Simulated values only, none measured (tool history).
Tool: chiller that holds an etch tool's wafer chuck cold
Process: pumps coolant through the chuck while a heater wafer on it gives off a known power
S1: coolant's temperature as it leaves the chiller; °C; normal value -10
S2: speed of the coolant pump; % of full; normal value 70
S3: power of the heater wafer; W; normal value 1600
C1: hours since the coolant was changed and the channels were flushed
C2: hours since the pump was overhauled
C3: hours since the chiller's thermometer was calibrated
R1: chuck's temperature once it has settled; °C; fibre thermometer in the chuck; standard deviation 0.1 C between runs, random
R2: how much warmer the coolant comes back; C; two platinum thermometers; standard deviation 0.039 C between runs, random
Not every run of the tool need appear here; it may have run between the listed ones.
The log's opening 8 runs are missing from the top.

run,hour,S1,S2,S3,C1,C2,C3,R1,R2
9,920.4,-10,70,1600,388,2012,4110,12.7,8.58
10,1050.5,-16,70,1600,518,2142,4240,6.5,8.56
11,1150.1,-16,70,1600,617,2242,4340,6.7,8.64
12,1263.2,-10,70,1600,730,2355,4453,12.8,8.59
13,1352.9,-10,70,1600,820,2444,4542,12.9,8.63
14,1481,-10,99,1600,948,2572,4671,7.7,6.22
15,1587.9,-10,99,1600,1055,2679,4777,7.6,6.26
# hour 1734: chiller's thermometer calibrated
16,1734,-10,99,1600,1200,2825,0,8.5,6.22
17,1816.2,-7,99,2190,1282,2907,82,18.6,8.45
18,1888.4,-16,70,1421,1355,2979,154,5.7,7.68
19,2039.6,-17,70,1018,1506,3130,306,-1.5,5.58
20,2186.7,-10,87,1600,1653,3277,453,10.8,7.15
21,2327.7,-10,87,1600,1794,3418,594,10.8,7.07
22,2415,-3,74,1600,1881,3505,681,20.7,8.29
23,2544.8,-3,74,1600,2011,3635,811,20.7,8.37
24,2690.8,-10,75,1600,2157,3781,957,13.7,8.29
25,2774.4,-10,75,1600,2241,3865,1040,13.6,8.32
26,2843.9,-11,70,1600,2310,3934,1110,13.9,8.9
27,2963.1,-11,70,1281,2429,4054,1229,9.1,7.1
28,3028.8,-11,70,1281,2495,4119,1295,9.3,7.13
29,3110.9,-20,62,1281,2577,4201,1377,2.2,8.01
30,3200.7,-11,71,2263,2667,4291,1467,24.6,12.43
31,3321.5,-13,71,2263,2788,4412,1587,22.9,12.55
32,3402.1,-20,86,2112,2868,4493,1668,9.1,9.68

Each row is a separate what-if for the run after 32, all from the same tool condition, not one after another. Results?
A,3526.5,-20,60,1634,2993,4617,1792,?,?
B,3526.5,-10,93,2138,2993,4617,1792,?,?
C,3526.5,-2,86,1610,2993,4617,1792,?,?
D,3526.5,-7,71,935,2993,4617,1792,?,?

run,R1,R2
A,9.8,10.58
B,17.8,9.14
C,20.3,7.46
D,7.9,5.18
With no hidden state in the tool, these same runs would have given:
run,R1,R2
A,5.8,9.76
B,14,8.43
C,17.3,6.88
D,6,4.78
